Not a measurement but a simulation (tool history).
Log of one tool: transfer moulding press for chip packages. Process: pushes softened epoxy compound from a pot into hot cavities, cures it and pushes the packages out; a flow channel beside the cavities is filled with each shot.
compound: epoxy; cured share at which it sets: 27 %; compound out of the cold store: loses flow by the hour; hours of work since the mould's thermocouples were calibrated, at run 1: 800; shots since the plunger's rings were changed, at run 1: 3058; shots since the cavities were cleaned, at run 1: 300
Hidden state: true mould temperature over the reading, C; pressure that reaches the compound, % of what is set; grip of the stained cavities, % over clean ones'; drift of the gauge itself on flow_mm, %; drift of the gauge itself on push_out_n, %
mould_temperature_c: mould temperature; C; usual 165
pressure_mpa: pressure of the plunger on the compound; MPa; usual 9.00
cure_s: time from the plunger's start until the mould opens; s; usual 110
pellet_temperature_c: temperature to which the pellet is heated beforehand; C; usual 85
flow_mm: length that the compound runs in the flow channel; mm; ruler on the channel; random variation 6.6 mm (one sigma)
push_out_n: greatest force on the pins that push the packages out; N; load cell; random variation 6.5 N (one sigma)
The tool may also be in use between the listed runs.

run,hour,mould_temperature_c,pressure_mpa,cure_s,pellet_temperature_c,hours of work since the mould's thermocouples were calibrated,shots since the plunger's rings were changed,shots since the cavities were cleaned,incoming compound's hours out of the cold store,flow_mm,push_out_n
1,0.0,165,9.00,110,85,800,3058,300,15.2,868,399
2,28.2,165,9.00,110,85,818,3375,617,12.5,883,489
# hour 59.7: mould's thermocouples calibrated
# hour 66.1: cavities cleaned with cleaning compound and waxed
3,74.9,165,9.00,110,85,9,3862,99,38.2,714,283
4,110.8,165,9.00,110,85,31,4266,503,14.3,837,439
# hour 121.1: plunger's sealing rings changed
5,148.9,165,9.00,110,85,53,313,905,24.4,845,482
# hour 161.8: cavities cleaned with cleaning compound and waxed
6,208.9,165,9.00,110,85,90,972,530,39.6,756,413
# hour 254.2: cavities cleaned with cleaning compound and waxed
7,263.2,165,9.00,98,85,122,1567,101,20.1,843,371
8,305.9,165,9.00,98,85,149,2049,583,35.8,751,490
9,331.1,165,9.00,98,85,165,2332,866,16.0,868,595
# hour 344.8: cavities cleaned with cleaning compound and waxed
10,367.2,165,9.00,98,85,186,2722,253,12.7,882,428
11,410.5,165,9.00,110,85,213,3210,741,37.2,735,431
# hour 435.6: cavities cleaned with cleaning compound and waxed
12,437.9,165,9.00,110,85,229,3502,26,24.7,802,274
13,464.7,165,8.91,110,89,246,3804,328,10.7,878,398

The next listed run, before its measurement:
14,497.4,173,7.49,110,76,267,4172,696,15.8,?,?

{"run 14": {"flow_mm": 739, "push_out_n": 402}}
Without the tool's hidden state the same run would have given flow_mm 804 mm, push_out_n 227 N.
